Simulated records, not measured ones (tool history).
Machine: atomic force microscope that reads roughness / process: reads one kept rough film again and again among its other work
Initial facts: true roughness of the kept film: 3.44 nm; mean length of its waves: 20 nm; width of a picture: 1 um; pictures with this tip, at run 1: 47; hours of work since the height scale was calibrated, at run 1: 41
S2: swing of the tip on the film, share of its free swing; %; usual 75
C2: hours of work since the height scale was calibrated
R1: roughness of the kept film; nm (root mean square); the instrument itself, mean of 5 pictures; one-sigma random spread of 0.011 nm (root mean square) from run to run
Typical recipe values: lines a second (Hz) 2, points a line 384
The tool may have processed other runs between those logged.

Run 1, hour 0: usual settings; pictures with this tip 47; C2 41. Result: R1 2.569 nm (root mean square).
At hour 20.3: new tip fitted.
Run 2, hour 46.9: usual settings; pictures with this tip 31; C2 60. Result: R1 2.586 nm (root mean square).
At hour 81.1: new tip fitted.
Run 3, hour 110.6: usual settings; pictures with this tip 36; C2 87. Result: R1 2.594 nm (root mean square).
At hour 142: new tip fitted.
Run 4, hour 156.4: usual settings but points a line 745; pictures with this tip 17; C2 105. Result: R1 2.602 nm (root mean square).
At hour 202.8: new tip fitted.
Run 5, hour 224.4: usual settings but points a line 745; pictures with this tip 26; C2 134. Result: R1 2.602 nm (root mean square).
At hour 265.7: new tip fitted.
Run 6, hour 290.3: usual settings but points a line 745; pictures with this tip 29; C2 161. Result: R1 2.609 nm (root mean square).
At hour 325.8: new tip fitted.
Run 7, hour 334: usual settings but lines a second (Hz) 2.16, points a line 745; pictures with this tip 10; C2 179. Result: R1 2.601 nm (root mean square).
At hour 385.5: new tip fitted.
Run 8, hour 393.5: usual settings but lines a second (Hz) 2.16, points a line 745; pictures with this tip 10; C2 204. Result: R1 2.586 nm (root mean square).
At hour 443.6: new tip fitted.
Run 9, hour 444.3: usual settings; pictures with this tip 0; C2 225. Result: R1 2.59 nm (root mean square).
Run 10, hour 498.7: usual settings but lines a second (Hz) 1.93; pictures with this tip 65; C2 247. Result: R1 2.581 nm (root mean square).
At hour 503: new tip fitted.
Run 11, hour 545.1: usual settings but lines a second (Hz) 0.6; pictures with this tip 50; C2 267. Result: R1 2.782 nm (root mean square).
At hour 564.1: new tip fitted.
Run 12, hour 613.3: usual settings; pictures with this tip 58; C2 295. Result: R1 2.596 nm (root mean square).
At hour 625.4: new tip fitted.
Run 13, hour 655.2: usual settings but lines a second (Hz) 0.75; pictures with this tip 35; C2 312. Result: R1 2.759 nm (root mean square).
At hour 685.3: new tip fitted.
Run 14, hour 689.2: usual settings but lines a second (Hz) 0.75; pictures with this tip 5; C2 326. Result: R1 2.766 nm (root mean square).
Run 15, hour 722.5: usual settings but lines a second (Hz) 0.75; pictures with this tip 45; C2 340. Result: R1 2.773 nm (root mean square).
At hour 743.8: new tip fitted.
Run 16, hour 757.8: usual settings but points a line 749; pictures with this tip 17; C2 355. Result: R1 2.605 nm (root mean square).
At hour 804.5: new tip fitted.
Run 17, hour 804.5: usual settings but S2 82 %; pictures with this tip 0; C2 374. Result: R1 2.466 nm (root mean square).
Run 18, hour 843.4: usual settings but S2 71 %; pictures with this tip 46; C2 390. Result: R1 2.628 nm (root mean square).
At hour 864.1: new tip fitted.
Run 19, hour 903.9: usual settings but S2 71 %; pictures with this tip 47; C2 415. Result: R1 2.623 nm (root mean square).
At hour 923.3: new tip fitted.
Run 20, hour 955.7: usual settings but S2 71 %; pictures with this tip 38; C2 437. Result: R1 2.62 nm (root mean square).
At hour 982.5: new tip fitted.
Run 21, hour 993.8: usual settings; pictures with this tip 13; C2 452. Result: R1 2.6 nm (root mean square).
Run 22, hour 1028.3: usual settings; pictures with this tip 54; C2 467. Result: R1 2.575 nm (root mean square).
At hour 1043.6: new tip fitted.
Run 23, hour 1072: usual settings; pictures with this tip 33; C2 485. Result: R1 2.566 nm (root mean square).
At hour 1105.9: new tip fitted.
Run 24, hour 1108.4: usual settings but lines a second (Hz) 2.49, S2 88 %, points a line 720; pictures with this tip 3; C2 500. Result: R1 2.278 nm (root mean square).
At hour 1164.7: new tip fitted.
Run 25, hour 1171.3: usual settings but lines a second (Hz) 1.03, S2 87 %, points a line 347; pictures with this tip 8; C2 526. Result: R1 2.591 nm (root mean square).
At hour 1225.2: new tip fitted.
Run 26, hour 1243.1: usual settings but lines a second (Hz) 1.83, S2 87 %, points a line 638; pictures with this tip 21; C2 556. Result: R1 2.424 nm (root mean square).
At hour 1285.2: new tip fitted.
Run 27, hour 1314: usual settings but lines a second (Hz) 0.98, S2 62 %, points a line 789; pictures with this tip 35; C2 585. Result: R1 2.871 nm (root mean square).
At hour 1346.3: new tip fitted.
Run 28, hour 1351.8: usual settings but lines a second (Hz) 0.98, S2 62 %, points a line 789; pictures with this tip 7; C2 601. Result: R1 2.852 nm (root mean square).
Run 29, hour 1388: usual settings but lines a second (Hz) 1.47, S2 87 %, points a line 789; pictures with this tip 50; C2 616. Result: R1 2.515 nm (root mean square).
At hour 1408: new tip fitted.
Run 30, hour 1455.8: usual settings but lines a second (Hz) 1.63, S2 66 %, points a line 922; pictures with this tip 57; C2 644. Result: R1 2.755 nm (root mean square).
At hour 1469.3: new tip fitted.
Run 31, hour 1520.3: usual settings but lines a second (Hz) 1.63, S2 66 %, points a line 922; pictures with this tip 61; C2 671. Result: R1 2.76 nm (root mean square).
At hour 1532.2: new tip fitted.
Run 32, hour 1561.1: usual settings but lines a second (Hz) 1.63, S2 66 %, points a line 922; pictures with this tip 34; C2 687. Result: R1 2.75 nm (root mean square).
At hour 1591.6: new tip fitted.
Run 33, hour 1605.7: usual settings but lines a second (Hz) 3.06, points a line 824; pictures with this tip 16; C2 706. Result: R1 2.47 nm (root mean square).
Run 34, hour 1639.6: usual settings but lines a second (Hz) 1.33, S2 82 %; pictures with this tip 57; C2 720. Result: R1 2.599 nm (root mean square).
At hour 1653.4: new tip fitted.
Run 35, hour 1699.9: usual settings but lines a second (Hz) 1.33, S2 82 %; pictures with this tip 56; C2 745. Result: R1 2.599 nm (root mean square).
At hour 1712.7: new tip fitted.
Run 36, hour 1758.1: usual settings but lines a second (Hz) 1.33, S2 82 %; pictures with this tip 54; C2 769. Result: R1 2.602 nm (root mean square).
At hour 1772.7: new tip fitted.
Run 37, hour 1800.1: usual settings but lines a second (Hz) 1.33, S2 82 %; pictures with this tip 33; C2 786. Result: R1 2.588 nm (root mean square).
At hour 1832.4: new tip fitted.
Run 38, hour 1862.6: usual settings but S2 58 %; pictures with this tip 36; C2 812. Result: R1 2.746 nm (root mean square).
At hour 1890.9: new tip fitted.
Run 39, hour 1932.8: usual settings but lines a second (Hz) 1, points a line 489; pictures with this tip 50; C2 841. Result: R1 2.735 nm (root mean square).
At hour 1952: new tip fitted.
Run 40, hour 1981.4: usual settings but lines a second (Hz) 1, points a line 489; pictures with this tip 35; C2 862. Result: R1 2.732 nm (root mean square).
At hour 2013.8: new tip fitted.
Run 41, hour 2051.6: usual settings but lines a second (Hz) 2.65, S2 84 %, points a line 671; pictures with this tip 45; C2 891. Result: R1 2.32 nm (root mean square).
At hour 2072.1: new tip fitted.
Run 42, hour 2082.2: usual settings but lines a second (Hz) 1.27, S2 74 %, points a line 642; pictures with this tip 12; C2 903. Result: R1 2.731 nm (root mean square).
At hour 2134.5: new tip fitted.
Run 43, hour 2135.1: usual settings but S2 64 %, points a line 979; pictures with this tip 1; C2 925. Result: R1 2.75 nm (root mean square).
Run 44, hour 2180.6: usual settings but S2 81 %, points a line 979; pictures with this tip 55; C2 944. Result: R1 2.49 nm (root mean square).
At hour 2195.5: new tip fitted.
Run 45, hour 2221.7: usual settings but lines a second (Hz) 0.72, S2 62 %, points a line 403; pictures with this tip 31; C2 961. Result: R1 2.827 nm (root mean square).

5 ways to go on from here, each from the tool as it stands after run 45. What would each give?
At hour 2257.8: new tip fitted.
Run A, hour 2288.6: usual settings but lines a second (Hz) 1.96, S2 62 %, points a line 403; pictures with this tip 36; C2 989. Result: R1 ?.
At hour 2257.8: new tip fitted.
Run B, hour 2288.6: usual settings but lines a second (Hz) 1.72, S2 65 %, points a line 635; pictures with this tip 36; C2 989. Result: R1 ?.
At hour 2257.8: new tip fitted.
Run C, hour 2288.6: usual settings but lines a second (Hz) 1.17, S2 62 %, points a line 403; pictures with this tip 36; C2 989. Result: R1 ?.
At hour 2257.8: new tip fitted.
Run D, hour 2288.6: usual settings but lines a second (Hz) 1.18, S2 59 %, points a line 322; pictures with this tip 36; C2 989. Result: R1 ?.
At hour 2257.8: new tip fitted.
Run E, hour 2288.6: usual settings but lines a second (Hz) 0.55, S2 77 %, points a line 403; pictures with this tip 36; C2 989. Result: R1 ?.

run     R1
  A   2.74
  B  2.754
  C  2.785
  D  2.776
  E  2.792
What these runs would have given with no unlogged condition in the tool:
run     R1
  A  2.748
  B  2.761
  C  2.793
  D  2.784
  E    2.8
